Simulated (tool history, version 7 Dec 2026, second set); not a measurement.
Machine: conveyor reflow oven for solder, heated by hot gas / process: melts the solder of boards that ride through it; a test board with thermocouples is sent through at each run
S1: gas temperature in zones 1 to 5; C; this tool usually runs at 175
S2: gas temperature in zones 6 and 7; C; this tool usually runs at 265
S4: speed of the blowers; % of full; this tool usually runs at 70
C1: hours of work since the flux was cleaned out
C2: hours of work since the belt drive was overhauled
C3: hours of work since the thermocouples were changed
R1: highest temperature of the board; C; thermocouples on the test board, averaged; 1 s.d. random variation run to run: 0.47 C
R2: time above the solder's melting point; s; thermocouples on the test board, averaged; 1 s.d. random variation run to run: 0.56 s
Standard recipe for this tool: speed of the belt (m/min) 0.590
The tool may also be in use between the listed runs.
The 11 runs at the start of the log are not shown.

run 12 day=26.333 | S1=175 S2=265 speed_of_the_belt_(m/min)=0.590 S4=70 | C1=304 C2=1526 C3=88 | R1=243.3 R2=38.8
-- day=26.696 flux residue cleaned out of gas plates and filters
run 13 day=29.675 | S1=175 S2=265 speed_of_the_belt_(m/min)=0.590 S4=70 | C1=34 C2=1562 C3=124 | R1=241.0 R2=36.8
run 14 day=31.775 | S1=177 S2=265 speed_of_the_belt_(m/min)=0.590 S4=70 | C1=58 C2=1586 C3=148 | R1=241.0 R2=37.1
run 15 day=33.383 | S1=175 S2=265 speed_of_the_belt_(m/min)=0.590 S4=70 | C1=76 C2=1604 C3=166 | R1=240.1 R2=36.5
run 16 day=36.542 | S1=175 S2=265 speed_of_the_belt_(m/min)=0.590 S4=53 | C1=112 C2=1640 C3=202 | R1=232.7 R2=27.7
run 17 day=38.333 | S1=175 S2=265 speed_of_the_belt_(m/min)=0.590 S4=53 | C1=132 C2=1660 C3=222 | R1=233.4 R2=26.6
run 18 day=39.758 | S1=182 S2=256 speed_of_the_belt_(m/min)=0.654 S4=85 | C1=148 C2=1677 C3=239 | R1=234.7 R2=28.4
-- day=40.217 belt drive overhauled, speed set with a stopwatch
-- day=41.767 flux residue cleaned out of gas plates and filters, once more
run 19 day=43.517 | S1=175 S2=265 speed_of_the_belt_(m/min)=0.590 S4=75 | C1=20 C2=35 C3=277 | R1=245.4 R2=41.8
run 20 day=45.638 | S1=175 S2=265 speed_of_the_belt_(m/min)=0.590 S4=75 | C1=44 C2=59 C3=301 | R1=245.7 R2=41.5
run 21 day=47.588 | S1=175 S2=265 speed_of_the_belt_(m/min)=0.590 S4=75 | C1=66 C2=81 C3=323 | R1=245.9 R2=40.2
run 22 day=50.308 | S1=175 S2=265 speed_of_the_belt_(m/min)=0.590 S4=75 | C1=97 C2=112 C3=354 | R1=244.7 R2=40.2
run 23 day=52.458 | S1=175 S2=265 speed_of_the_belt_(m/min)=0.590 S4=75 | C1=122 C2=137 C3=379 | R1=245.2 R2=39.9
run 24 day=55.846 | S1=175 S2=265 speed_of_the_belt_(m/min)=0.590 S4=75 | C1=160 C2=175 C3=417 | R1=243.6 R2=39.1
run 25 day=57.808 | S1=175 S2=259 speed_of_the_belt_(m/min)=0.590 S4=70 | C1=182 C2=198 C3=439 | R1=237.2 R2=33.1
run 26 day=59.658 | S1=175 S2=263 speed_of_the_belt_(m/min)=0.643 S4=90 | C1=203 C2=219 C3=460 | R1=242.3 R2=36.3
run 27 day=61.329 | S1=175 S2=256 speed_of_the_belt_(m/min)=0.607 S4=90 | C1=222 C2=238 C3=479 | R1=238.8 R2=34.8
run 28 day=63.450 | S1=175 S2=256 speed_of_the_belt_(m/min)=0.607 S4=90 | C1=246 C2=262 C3=503 | R1=237.5 R2=34.2
run 29 day=65.696 | S1=175 S2=256 speed_of_the_belt_(m/min)=0.607 S4=90 | C1=272 C2=287 C3=529 | R1=238.2 R2=33.4
run 30 day=69.058 | S1=175 S2=256 speed_of_the_belt_(m/min)=0.607 S4=90 | C1=310 C2=325 C3=567 | R1=237.5 R2=33.6

Branching from run 30: 3 alternative next runs. What would each branch give?
run A day=72.150 | S1=175 S2=278 speed_of_the_belt_(m/min)=0.672 S4=87 | C1=345 C2=360 C3=602 | R1=? R2=?
run B day=72.150 | S1=175 S2=258 speed_of_the_belt_(m/min)=0.607 S4=90 | C1=345 C2=360 C3=602 | R1=? R2=?
run C day=72.150 | S1=172 S2=255 speed_of_the_belt_(m/min)=0.590 S4=70 | C1=345 C2=360 C3=602 | R1=? R2=?

run=A R1=249.6 R2=37.1
run=B R1=237.7 R2=34.1
run=C R1=230.3 R2=26.3
Stripped of hidden state, with their random variation kept, the same runs would have yielded:
run=A R1=256.7 R2=41.3
run=B R1=243.6 R2=39.8
run=C R1=235.8 R2=33.4
